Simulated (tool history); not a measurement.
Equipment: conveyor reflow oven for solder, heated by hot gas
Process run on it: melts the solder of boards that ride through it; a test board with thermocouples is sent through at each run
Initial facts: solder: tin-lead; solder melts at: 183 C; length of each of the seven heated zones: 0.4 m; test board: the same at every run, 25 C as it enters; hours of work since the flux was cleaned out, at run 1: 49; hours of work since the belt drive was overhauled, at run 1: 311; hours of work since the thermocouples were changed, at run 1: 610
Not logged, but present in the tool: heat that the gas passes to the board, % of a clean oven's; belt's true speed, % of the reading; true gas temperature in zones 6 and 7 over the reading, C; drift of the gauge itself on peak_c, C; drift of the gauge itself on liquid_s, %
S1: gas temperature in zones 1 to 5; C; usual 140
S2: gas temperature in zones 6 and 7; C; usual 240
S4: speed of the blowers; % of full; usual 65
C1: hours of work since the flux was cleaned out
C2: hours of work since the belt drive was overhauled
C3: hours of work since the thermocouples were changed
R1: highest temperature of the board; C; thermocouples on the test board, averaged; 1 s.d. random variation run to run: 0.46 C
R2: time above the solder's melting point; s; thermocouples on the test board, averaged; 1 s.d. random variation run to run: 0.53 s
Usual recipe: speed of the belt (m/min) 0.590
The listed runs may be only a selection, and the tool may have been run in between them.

run 1 hour=0.0 | S1=140 S2=240 speed_of_the_belt_(m/min)=0.590 S4=65 | C1=49 C2=311 C3=610 | R1=216.9 R2=61.1
-- hour=14.2 thermocouples of zones 6 and 7 changed
run 2 hour=39.6 | S1=140 S2=240 speed_of_the_belt_(m/min)=0.590 S4=65 | C1=72 C2=335 C3=16 | R1=218.2 R2=61.6
run 3 hour=95.7 | S1=140 S2=240 speed_of_the_belt_(m/min)=0.590 S4=65 | C1=107 C2=369 C3=51 | R1=217.1 R2=61.3
run 4 hour=147.2 | S1=140 S2=240 speed_of_the_belt_(m/min)=0.590 S4=65 | C1=139 C2=401 C3=82 | R1=217.5 R2=60.4
run 5 hour=179.7 | S1=140 S2=240 speed_of_the_belt_(m/min)=0.590 S4=65 | C1=159 C2=422 C3=103 | R1=218.4 R2=61.5
-- hour=202.7 flux residue cleaned out of gas plates and filters
run 6 hour=219.9 | S1=140 S2=240 speed_of_the_belt_(m/min)=0.590 S4=65 | C1=11 C2=443 C3=125 | R1=218.1 R2=62.9
run 7 hour=251.5 | S1=140 S2=240 speed_of_the_belt_(m/min)=0.590 S4=65 | C1=30 C2=463 C3=144 | R1=218.6 R2=62.4
run 8 hour=278.2 | S1=140 S2=229 speed_of_the_belt_(m/min)=0.590 S4=65 | C1=47 C2=480 C3=161 | R1=209.1 R2=53.6
run 9 hour=318.6 | S1=140 S2=240 speed_of_the_belt_(m/min)=0.525 S4=65 | C1=72 C2=505 C3=186 | R1=222.1 R2=73.3
run 10 hour=376.1 | S1=140 S2=240 speed_of_the_belt_(m/min)=0.673 S4=65 | C1=108 C2=540 C3=221 | R1=213.5 R2=48.6
run 11 hour=407.4 | S1=140 S2=240 speed_of_the_belt_(m/min)=0.673 S4=65 | C1=127 C2=560 C3=241 | R1=212.3 R2=47.8
run 12 hour=445.8 | S1=140 S2=240 speed_of_the_belt_(m/min)=0.482 S4=65 | C1=151 C2=584 C3=265 | R1=224.1 R2=82.3
-- hour=482.0 flux residue cleaned out of gas plates and filters
run 13 hour=501.7 | S1=140 S2=240 speed_of_the_belt_(m/min)=0.590 S4=65 | C1=12 C2=615 C3=296 | R1=218.6 R2=61.3
run 14 hour=549.2 | S1=140 S2=240 speed_of_the_belt_(m/min)=0.590 S4=65 | C1=42 C2=645 C3=326 | R1=218.3 R2=61.6
run 15 hour=580.5 | S1=140 S2=246 speed_of_the_belt_(m/min)=0.590 S4=65 | C1=61 C2=664 C3=345 | R1=222.7 R2=64.9
run 16 hour=610.3 | S1=140 S2=232 speed_of_the_belt_(m/min)=0.650 S4=65 | C1=80 C2=683 C3=364 | R1=207.0 R2=45.6
run 17 hour=640.9 | S1=138 S2=240 speed_of_the_belt_(m/min)=0.667 S4=65 | C1=99 C2=702 C3=383 | R1=211.5 R2=48.2
run 18 hour=690.9 | S1=151 S2=248 speed_of_the_belt_(m/min)=0.590 S4=65 | C1=130 C2=733 C3=414 | R1=225.2 R2=72.5
run 19 hour=722.4 | S1=151 S2=248 speed_of_the_belt_(m/min)=0.590 S4=65 | C1=149 C2=752 C3=433 | R1=226.0 R2=72.3
run 20 hour=748.4 | S1=151 S2=248 speed_of_the_belt_(m/min)=0.590 S4=66 | C1=165 C2=768 C3=449 | R1=225.6 R2=71.8
-- hour=762.9 flux residue cleaned out of gas plates and filters
run 21 hour=804.4 | S1=128 S2=248 speed_of_the_belt_(m/min)=0.573 S4=86 | C1=26 C2=800 C3=481 | R1=226.8 R2=67.4
run 22 hour=834.9 | S1=146 S2=242 speed_of_the_belt_(m/min)=0.590 S4=75 | C1=45 C2=819 C3=500 | R1=222.5 R2=69.6
run 23 hour=890.3 | S1=146 S2=241 speed_of_the_belt_(m/min)=0.621 S4=75 | C1=79 C2=853 C3=534 | R1=218.7 R2=62.2
-- hour=942.0 belt drive overhauled, speed set with a stopwatch
run 24 hour=948.8 | S1=144 S2=230 speed_of_the_belt_(m/min)=0.558 S4=74 | C1=113 C2=4 C3=568 | R1=211.6 R2=62.0
run 25 hour=987.9 | S1=151 S2=230 speed_of_the_belt_(m/min)=0.558 S4=74 | C1=137 C2=28 C3=592 | R1=213.3 R2=65.2
run 26 hour=1018.4 | S1=151 S2=230 speed_of_the_belt_(m/min)=0.558 S4=74 | C1=156 C2=47 C3=611 | R1=213.2 R2=66.9
-- hour=1028.6 thermocouples of zones 6 and 7 changed
-- hour=1046.6 flux residue cleaned out of gas plates and filters
run 27 hour=1083.0 | S1=133 S2=251 speed_of_the_belt_(m/min)=0.692 S4=74 | C1=23 C2=83 C3=31 | R1=222.2 R2=52.1

Run 28, settings as shown, results not yet in. Your forecast:
run 28 hour=1132.6 | S1=140 S2=255 speed_of_the_belt_(m/min)=0.590 S4=59 | C1=53 C2=114 C3=61 | R1=? R2=?

R1: 229.8 C
R2: 70.3 s
Minus the tool's unlogged condition, the same run would have read R1 230.4 C, R2 70.5 s.

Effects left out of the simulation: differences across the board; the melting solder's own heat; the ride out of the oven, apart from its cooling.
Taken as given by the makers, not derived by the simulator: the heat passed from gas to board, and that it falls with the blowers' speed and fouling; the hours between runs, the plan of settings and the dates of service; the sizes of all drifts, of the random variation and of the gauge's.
